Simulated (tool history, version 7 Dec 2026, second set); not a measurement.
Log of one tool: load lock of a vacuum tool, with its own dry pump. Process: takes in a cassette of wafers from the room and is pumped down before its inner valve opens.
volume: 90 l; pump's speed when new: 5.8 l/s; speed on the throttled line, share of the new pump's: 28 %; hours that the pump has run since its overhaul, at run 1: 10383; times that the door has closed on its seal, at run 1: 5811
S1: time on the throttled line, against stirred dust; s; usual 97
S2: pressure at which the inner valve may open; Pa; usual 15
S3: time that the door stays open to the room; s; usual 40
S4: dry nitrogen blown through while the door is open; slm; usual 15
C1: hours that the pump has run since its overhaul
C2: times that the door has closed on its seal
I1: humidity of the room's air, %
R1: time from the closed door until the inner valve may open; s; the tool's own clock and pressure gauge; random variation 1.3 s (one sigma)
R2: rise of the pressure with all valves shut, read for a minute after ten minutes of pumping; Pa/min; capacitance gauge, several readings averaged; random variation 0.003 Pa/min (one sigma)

Run 1, hour 0: usual settings; C1 10383; C2 5811; I1 48.4. Result: R1 219.1 s, R2 0.044 Pa/min.
Run 2, hour 382.5: usual settings but S1 104 s; C1 10765; C2 6553; I1 43.8. Result: R1 224 s, R2 0.052 Pa/min.
Run 3, hour 673.3: usual settings; C1 11056; C2 7118; I1 44.4. Result: R1 220.1 s, R2 0.056 Pa/min.
Run 4, hour 872.2: usual settings; C1 11255; C2 7504; I1 41.9. Result: R1 219.6 s, R2 0.06 Pa/min.
Run 5, hour 1279.8: usual settings; C1 11662; C2 8294; I1 43.2. Result: R1 218.9 s, R2 0.068 Pa/min.
Run 6, hour 1482.2: usual settings but S1 163 s; C1 11865; C2 8687; I1 43.2. Result: R1 266.4 s, R2 0.065 Pa/min.
Run 7, hour 1874.5: usual settings but S1 58 s; C1 12257; C2 9448; I1 46.5. Result: R1 194.8 s, R2 0.076 Pa/min.
Run 8, hour 2198.5: usual settings but S1 58 s; C1 12581; C2 10077; I1 41.2. Result: R1 194.6 s, R2 0.084 Pa/min.
Run 9, hour 2455.2: usual settings but S1 58 s; C1 12838; C2 10575; I1 45.1. Result: R1 198.1 s, R2 0.089 Pa/min.
Run 10, hour 2768.7: usual settings but S3 26 s; C1 13151; C2 11183; I1 46.2. Result: R1 220.9 s, R2 0.092 Pa/min.
Run 11, hour 3067.6: usual settings but S3 27 s; C1 13450; C2 11763; I1 45.3. Result: R1 224.4 s, R2 0.1 Pa/min.
Run 12, hour 3509.8: usual settings; C1 13892; C2 12621; I1 45.7. Result: R1 223.8 s, R2 0.112 Pa/min.
Run 13, hour 3702.2: usual settings but S3 32 s; C1 14085; C2 12994; I1 41.5. Result: R1 226.2 s, R2 0.114 Pa/min.
Run 14, hour 4084.9: usual settings but S3 32 s; C1 14468; C2 13737; I1 46.2. Result: R1 226.1 s, R2 0.126 Pa/min.
Run 15, hour 4372.3: usual settings; C1 14755; C2 14294; I1 43.9. Result: R1 224 s, R2 0.136 Pa/min.
Run 16, hour 4752.9: usual settings; C1 15136; C2 15033; I1 43. Result: R1 226.8 s, R2 0.14 Pa/min.
Run 17, hour 4961: usual settings but S3 103 s; C1 15344; C2 15436; I1 43.1. Result: R1 228 s, R2 0.16 Pa/min.
Run 18, hour 5397.3: usual settings but S3 103 s; C1 15780; C2 16283; I1 43.9. Result: R1 229 s, R2 0.163 Pa/min.
Run 19, hour 5712.9: usual settings but S3 103 s; C1 16096; C2 16895; I1 43.9. Result: R1 229.5 s, R2 0.173 Pa/min.
Run 20, hour 6149.3: usual settings but S1 86 s, S2 11 Pa, S3 82 s; C1 16532; C2 17742; I1 44.8. Result: R1 225 s, R2 0.18 Pa/min.
Run 21, hour 6423.8: usual settings but S1 86 s, S2 11 Pa, S3 82 s; C1 16806; C2 18274; I1 44.9. Result: R1 228.7 s, R2 0.183 Pa/min.
Run 22, hour 6776.6: usual settings but S1 125 s, S2 28 Pa, S3 42 s, S4 5 slm; C1 17159; C2 18959; I1 44.7. Result: R1 237.9 s, R2 0.197 Pa/min.
Run 23, hour 7007: usual settings but S1 125 s, S2 28 Pa, S3 43 s, S4 5 slm; C1 17390; C2 19406; I1 44.4. Result: R1 236.6 s, R2 0.208 Pa/min.

The next listed run, before its measurement:
Run 24, hour 7370: usual settings but S1 183 s, S2 16 Pa, S4 10 slm; C1 17753; C2 20110; I1 47.6. Result: R1 ?, R2 ?.

Run 24 gave R1 287.5 s, R2 0.209 Pa/min.
Without the tool's hidden state the same run would have given R1 267.5 s, R2 0.017 Pa/min.
